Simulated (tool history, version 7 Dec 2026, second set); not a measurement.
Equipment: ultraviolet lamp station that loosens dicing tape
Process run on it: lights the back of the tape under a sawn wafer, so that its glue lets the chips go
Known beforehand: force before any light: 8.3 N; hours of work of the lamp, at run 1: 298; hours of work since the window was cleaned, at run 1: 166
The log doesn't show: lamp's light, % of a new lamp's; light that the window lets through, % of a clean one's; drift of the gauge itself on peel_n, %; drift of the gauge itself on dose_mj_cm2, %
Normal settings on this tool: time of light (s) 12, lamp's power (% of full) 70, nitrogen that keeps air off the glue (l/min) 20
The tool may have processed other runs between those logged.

run	hour	time of light (s)	lamp's power (% of full)	nitrogen that keeps air off the glue (l/min)	hours of work of the lamp	hours of work since the window was cleaned	force that peels the tape off (N)	light that reached the tape (J/m2)
1	0.0	12	70	20	298	166	0.870	3530
2	11.3	12	70	20	306	175	0.849	3500
3	24.5	12	70	20	317	185	0.845	3590
4	32.3	12	70	20	323	191	0.843	3520
5	43.2	12	70	20	331	200	0.836	3580
6	58.3	12	70	20	343	211	0.844	3500
7	69.8	12	70	20	352	220	0.828	3540
8	86.1	12	70	20	364	233	0.844	3510
9	101.1	20	70	20	376	244	0.334	5920
10	111.0	19	70	20	383	252	0.359	5610
11	122.1	15	70	20	392	261	0.546	4440
12	135.5	15	70	20	403	271	0.580	4430
13	150.3	12	70	7	414	282	1.390	3550
14	159.8	12	70	7	421	290	1.345	3510
# hour 165.9: window cleaned of glue's vapour
15	173.0	12	70	7	431	5	1.320	3560
16	189.2	12	70	7	444	18	1.340	3590
17	197.6	12	70	7	450	24	1.345	3510
18	210.4	6	70	20	460	34	2.445	1780
19	219.1	6	70	20	467	41	2.501	1770
20	227.6	6	70	20	473	48	2.565	1760
21	236.7	6	70	20	480	55	2.507	1800
22	255.0	16	70	20	495	69	0.500	4710
23	263.3	16	70	20	501	75	0.493	4730
24	272.8	22	76	31	508	83	0.247	7030
25	282.3	13	70	20	516	90	0.734	3820
26	298.9	9	80	20	529	103	1.166	3020
27	308.2	9	79	38	536	110	0.910	3000
28	325.8	6	70	36	549	124	2.177	1780
29	334.6	6	70	36	556	131	2.213	1780
30	353.6	6	70	36	571	145	2.192	1760
31	367.4	12	76	14	582	156	0.866	3860
32	378.0	12	72	10	590	164	1.087	3700
33	391.4	6	74	18	600	175	2.422	1850
34	404.9	6	91	15	611	185	1.915	2290
35	416.2	6	91	15	619	194	1.899	2340
36	432.1	6	91	15	632	206	1.934	2270
37	447.3	6	74	20	644	218	2.397	1880
38	459.9	6	74	20	653	228	2.387	1840
39	474.7	9	80	13	665	239	1.375	3050
40	487.4	6	66	8	675	249	3.300	1690
41	503.5	11	80	14	687	261	0.934	3760
42	521.5	6	70	20	701	275	2.502	1760
43	535.0	12	70	20	711	286	0.874	3560

Branching from run 43: 3 alternative next runs. What would each branch give?
# hour 546.6: window cleaned of glue's vapour
A	553.1	11	92	12	725	5	?	?
# hour 546.6: window cleaned of glue's vapour
B	553.1	10	90	20	725	5	?	?
# hour 546.6: window cleaned of glue's vapour
C	553.1	12	68	9	725	5	?	?

run	force that peels the tape off (N)	light that reached the tape (J/m2)
A	0.742	4210
B	0.753	3790
C	1.270	3450
With the hidden condition removed and each run's random variation left untouched, the same runs would have given:
run	force that peels the tape off (N)	light that reached the tape (J/m2)
A	0.741	4210
B	0.752	3800
C	1.267	3460
